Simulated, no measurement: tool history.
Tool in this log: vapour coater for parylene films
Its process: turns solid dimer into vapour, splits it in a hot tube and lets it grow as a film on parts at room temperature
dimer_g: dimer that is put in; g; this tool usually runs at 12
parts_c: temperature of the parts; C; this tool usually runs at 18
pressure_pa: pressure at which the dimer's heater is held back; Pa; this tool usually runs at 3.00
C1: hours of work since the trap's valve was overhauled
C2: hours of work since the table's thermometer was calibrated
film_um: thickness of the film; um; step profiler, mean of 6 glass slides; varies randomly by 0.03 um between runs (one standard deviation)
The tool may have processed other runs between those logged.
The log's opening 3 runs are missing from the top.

{"run": 4, "hour": 47.4, "dimer_g": 13, "parts_c": 18, "pressure_pa": 3.0, "C1": 74, "C2": 331, "film_um": 9.47}
{"run": 5, "hour": 56.6, "dimer_g": 13, "parts_c": 18, "pressure_pa": 3.0, "C1": 80, "C2": 337, "film_um": 9.52}
{"run": 6, "hour": 75.6, "dimer_g": 13, "parts_c": 18, "pressure_pa": 3.0, "C1": 91, "C2": 349, "film_um": 9.48}
{"run": 7, "hour": 85.6, "dimer_g": 13, "parts_c": 18, "pressure_pa": 3.0, "C1": 98, "C2": 355, "film_um": 9.44}
{"run": 8, "hour": 97.6, "dimer_g": 12, "parts_c": 18, "pressure_pa": 7.54, "C1": 105, "C2": 363, "film_um": 7.3}
{"run": 9, "hour": 108.1, "dimer_g": 12, "parts_c": 18, "pressure_pa": 7.54, "C1": 112, "C2": 369, "film_um": 7.31}
{"run": 10, "hour": 126.7, "dimer_g": 12, "parts_c": 18, "pressure_pa": 7.54, "C1": 123, "C2": 381, "film_um": 7.32}
{"run": 11, "hour": 146.6, "dimer_g": 10, "parts_c": 18, "pressure_pa": 3.0, "C1": 136, "C2": 393, "film_um": 7.28}
{"run": 12, "hour": 162.1, "dimer_g": 10, "parts_c": 18, "pressure_pa": 3.0, "C1": 146, "C2": 403, "film_um": 7.28}
{"run": 13, "hour": 179.5, "dimer_g": 10, "parts_c": 18, "pressure_pa": 3.0, "C1": 156, "C2": 414, "film_um": 7.27}
{"run": 14, "hour": 190.4, "dimer_g": 10, "parts_c": 18, "pressure_pa": 3.0, "C1": 163, "C2": 421, "film_um": 7.28}
{"run": 15, "hour": 200.0, "dimer_g": 12, "parts_c": 18, "pressure_pa": 5.41, "C1": 169, "C2": 427, "film_um": 7.82}
{"run": 16, "hour": 215.9, "dimer_g": 12, "parts_c": 18, "pressure_pa": 5.41, "C1": 179, "C2": 437, "film_um": 7.74}
{"run": 17, "hour": 233.4, "dimer_g": 10, "parts_c": 18, "pressure_pa": 3.0, "C1": 190, "C2": 448, "film_um": 7.27}
{"run": 18, "hour": 243.9, "dimer_g": 12, "parts_c": 18, "pressure_pa": 3.0, "C1": 197, "C2": 454, "film_um": 8.7}
{"run": 19, "hour": 261.9, "dimer_g": 12, "parts_c": 20, "pressure_pa": 3.0, "C1": 208, "C2": 466, "film_um": 8.24}
{"run": 20, "hour": 274.8, "dimer_g": 12, "parts_c": 18, "pressure_pa": 3.0, "C1": 216, "C2": 474, "film_um": 8.77}
{"run": 21, "hour": 291.4, "dimer_g": 12, "parts_c": 18, "pressure_pa": 3.0, "C1": 226, "C2": 484, "film_um": 8.75}
{"run": 22, "hour": 307.9, "dimer_g": 12, "parts_c": 18, "pressure_pa": 3.0, "C1": 237, "C2": 494, "film_um": 8.74}
{"run": 23, "hour": 326.4, "dimer_g": 12, "parts_c": 18, "pressure_pa": 3.0, "C1": 248, "C2": 506, "film_um": 8.74}
{"run": 24, "hour": 344.5, "dimer_g": 10, "parts_c": 14, "pressure_pa": 3.0, "C1": 260, "C2": 517, "film_um": 8.29}
{"run": 25, "hour": 362.2, "dimer_g": 17, "parts_c": 15, "pressure_pa": 2.39, "C1": 271, "C2": 528, "film_um": 14.15}

For run 26, what comes out?
{"run": 26, "hour": 374.4, "dimer_g": 17, "parts_c": 15, "pressure_pa": 2.39, "C1": 278, "C2": 536, "film_um": "?"}

Run 26 produced film_um 14.14 um.
If the tool had no hidden condition, the same run with the same run-to-run variation would have returned film_um 14.16 um.
